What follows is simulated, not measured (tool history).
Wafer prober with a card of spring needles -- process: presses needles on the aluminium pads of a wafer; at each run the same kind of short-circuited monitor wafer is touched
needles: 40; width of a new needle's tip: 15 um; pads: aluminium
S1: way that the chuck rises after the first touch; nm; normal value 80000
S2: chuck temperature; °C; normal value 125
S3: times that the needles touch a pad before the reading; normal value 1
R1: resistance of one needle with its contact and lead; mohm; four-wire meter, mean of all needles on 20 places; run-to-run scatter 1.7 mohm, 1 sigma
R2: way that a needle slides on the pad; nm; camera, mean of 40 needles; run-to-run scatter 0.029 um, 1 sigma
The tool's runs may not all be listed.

run,hour,S1,S2,S3,R1,R2
1,0,80000,125,1,180,13390
# hour 4.9: tips cleaned on abrasive film
2,11.1,80000,125,2,180,13360
# hour 12.9: tips cleaned on abrasive film
3,20.1,80000,125,1,178,13390
# hour 21: tips cleaned on abrasive film
# hour 28.6: tips cleaned on abrasive film
4,28.7,80000,125,1,175,13390
5,35.7,80000,125,1,177,13330
# hour 36.4: tips cleaned on abrasive film
# hour 44: tips cleaned on abrasive film
6,46,80000,125,1,179,13430
# hour 52: tips cleaned on abrasive film
7,53.3,80000,125,1,178,13390
8,58.3,80000,125,1,181,13420
# hour 59.9: tips cleaned on abrasive film
9,64.4,80000,125,1,178,13370
# hour 66.6: height of the first contact set anew
# hour 67.7: tips cleaned on abrasive film
# hour 75.6: tips cleaned on abrasive film
10,75.6,86000,125,1,177,14390
# hour 83.1: tips cleaned on abrasive film
11,85.4,86000,125,1,179,14390
# hour 91.1: tips cleaned on abrasive film
12,96.4,86000,125,1,177,14420
# hour 99.2: tips cleaned on abrasive film
13,102.6,86000,125,1,180,14390
# hour 106.8: tips cleaned on abrasive film
14,107.8,86000,125,1,179,14380
# hour 114.8: tips cleaned on abrasive film
15,118.9,86000,125,1,175,14390
# hour 122.3: tips cleaned on abrasive film
16,128.4,68000,55,1,166,11400
# hour 130: tips cleaned on abrasive film
# hour 137.9: tips cleaned on abrasive film
17,139.4,97000,89,1,169,16240
# hour 145.3: tips cleaned on abrasive film
18,147.7,80000,125,2,177,13420
19,152.4,86000,42,2,161,14370

What if the next run were any one of these 4? Each begins from the tool's condition after run 19:
# hour 153.1: tips cleaned on abrasive film
A,159.5,80000,109,3,?,?
# hour 153.1: tips cleaned on abrasive film
B,159.5,86000,46,2,?,?
# hour 153.1: tips cleaned on abrasive film
C,159.5,90000,76,2,?,?
# hour 153.1: tips cleaned on abrasive film
D,159.5,89000,54,2,?,?

run,R1,R2
A,177,13380
B,162,14380
C,168,15080
D,163,14870
What these runs would have given with no unlogged condition in the tool:
run,R1,R2
A,177,13390
B,161,14390
C,167,15080
D,162,14870

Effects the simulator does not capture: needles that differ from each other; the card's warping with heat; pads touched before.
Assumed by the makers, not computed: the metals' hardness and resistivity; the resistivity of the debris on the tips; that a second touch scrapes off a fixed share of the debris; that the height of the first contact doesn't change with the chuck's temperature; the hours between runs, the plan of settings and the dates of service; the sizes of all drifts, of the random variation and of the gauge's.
